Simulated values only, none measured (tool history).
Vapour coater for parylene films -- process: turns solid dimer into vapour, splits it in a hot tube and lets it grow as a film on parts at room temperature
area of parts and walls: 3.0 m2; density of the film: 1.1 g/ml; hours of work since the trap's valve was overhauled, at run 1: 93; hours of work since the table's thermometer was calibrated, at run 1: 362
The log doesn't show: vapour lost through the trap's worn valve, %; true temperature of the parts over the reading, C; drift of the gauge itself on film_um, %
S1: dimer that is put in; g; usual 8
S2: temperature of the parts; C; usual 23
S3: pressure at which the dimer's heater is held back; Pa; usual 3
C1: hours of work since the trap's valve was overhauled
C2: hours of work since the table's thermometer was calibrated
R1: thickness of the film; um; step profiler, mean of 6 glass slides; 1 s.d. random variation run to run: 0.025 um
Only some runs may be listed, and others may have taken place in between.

| run | hour | S1 | S2 | S3 | C1 | C2 | R1 |
|---|---|---|---|---|---|---|---|
| 1 | 0 | 8 | 23 | 3 | 93 | 362 | 1.92 |
| 2 | 30.8 | 8 | 23 | 3 | 118 | 386 | 1.87 |
| 3 | 73.3 | 8 | 23 | 3 | 151 | 420 | 1.9 |
| 4 | 92.6 | 8 | 23 | 3 | 167 | 435 | 1.88 |
| 5 | 133.2 | 8 | 23 | 3 | 199 | 467 | 1.84 |
| 6 | 168 | 8 | 23 | 3 | 226 | 495 | 1.81 |
| 7 | 187.5 | 8 | 23 | 3 | 242 | 510 | 1.84 |
| 8 | 210.5 | 8 | 23 | 3 | 260 | 529 | 1.83 |
| 9 | 234.7 | 8 | 23 | 3 | 279 | 548 | 1.8 |
| 10 | 266.3 | 8 | 23 | 3 | 304 | 573 | 1.84 |
| 11 | 291.6 | 8 | 23 | 3 | 324 | 593 | 1.82 |
| 12 | 314.5 | 8 | 23 | 3 | 343 | 611 | 1.77 |
| 13 | 348.8 | 8 | 23 | 3 | 370 | 638 | 1.81 |
| 14 | 371.1 | 8 | 23 | 3 | 387 | 656 | 1.82 |
| 15 | 399.6 | 8 | 23 | 8.68 | 410 | 678 | 1.47 |
| 16 | 422.9 | 8 | 23 | 8.68 | 428 | 697 | 1.43 |
| 17 | 459.3 | 8 | 23 | 5.1 | 457 | 726 | 1.66 |
| 18 | 498.3 | 8 | 23 | 3 | 488 | 757 | 1.77 |
| 19 | 534.4 | 8 | 23 | 3 | 517 | 785 | 1.74 |
|  | 556.6 | trap's valve overhauled |
| 20 | 579.3 | 8 | 23 | 3 | 18 | 818 | 2.01 |
| 21 | 600 | 5 | 23 | 3 | 34 | 834 | 1.24 |
| 22 | 623.8 | 5 | 23 | 3 | 53 | 853 | 1.23 |
| 23 | 657.6 | 5 | 23 | 3 | 80 | 880 | 1.23 |
| 24 | 692.7 | 5 | 23 | 3 | 108 | 908 | 1.21 |
| 25 | 715.7 | 8 | 29 | 4.78 | 126 | 926 | 1.5 |
|  | 751.6 | table's thermometer calibrated |
| 26 | 752.2 | 8 | 23 | 3 | 154 | 0 | 1.88 |
| 27 | 793.9 | 3 | 20 | 5.37 | 187 | 34 | 0.68 |
| 28 | 819.8 | 3 | 20 | 5.37 | 208 | 54 | 0.69 |
| 29 | 838.9 | 8 | 30 | 3.26 | 223 | 69 | 1.42 |
| 30 | 856.5 | 10 | 20 | 2.26 | 237 | 83 | 2.69 |
| 31 | 893.7 | 8 | 31 | 3.65 | 266 | 113 | 1.34 |
| 32 | 932.2 | 8 | 18 | 3 | 297 | 143 | 2.11 |
| 33 | 964.6 | 4 | 29 | 3 | 323 | 169 | 0.73 |
| 34 | 1007.8 | 7 | 29 | 2.39 | 357 | 203 | 1.28 |
| 35 | 1030.8 | 8 | 29 | 6.25 | 375 | 221 | 1.22 |
| 36 | 1057.2 | 8 | 23 | 3.77 | 396 | 242 | 1.68 |
| 37 | 1078 | 8 | 23 | 3.77 | 412 | 259 | 1.7 |
| 38 | 1106.9 | 8 | 23 | 3.77 | 435 | 282 | 1.67 |
| 39 | 1135.7 | 8 | 23 | 3.77 | 458 | 304 | 1.64 |
| 40 | 1154.1 | 11 | 21 | 3.96 | 473 | 319 | 2.45 |
| 41 | 1186.8 | 11 | 25 | 2.55 | 499 | 345 | 2.31 |
| 42 | 1218.2 | 9 | 25 | 2.48 | 524 | 370 | 1.82 |
|  | 1233.1 | trap's valve overhauled |
| 43 | 1239.9 | 9 | 25 | 2.48 | 5 | 384 | 2.13 |

What will run 44 give?
| 44 | 1258.5 | 9 | 25 | 3.03 | 20 | 399 | ? |

{"run 44": {"R1": 2.03}}
With no hidden state in the tool, this same run would have given R1 2 um.

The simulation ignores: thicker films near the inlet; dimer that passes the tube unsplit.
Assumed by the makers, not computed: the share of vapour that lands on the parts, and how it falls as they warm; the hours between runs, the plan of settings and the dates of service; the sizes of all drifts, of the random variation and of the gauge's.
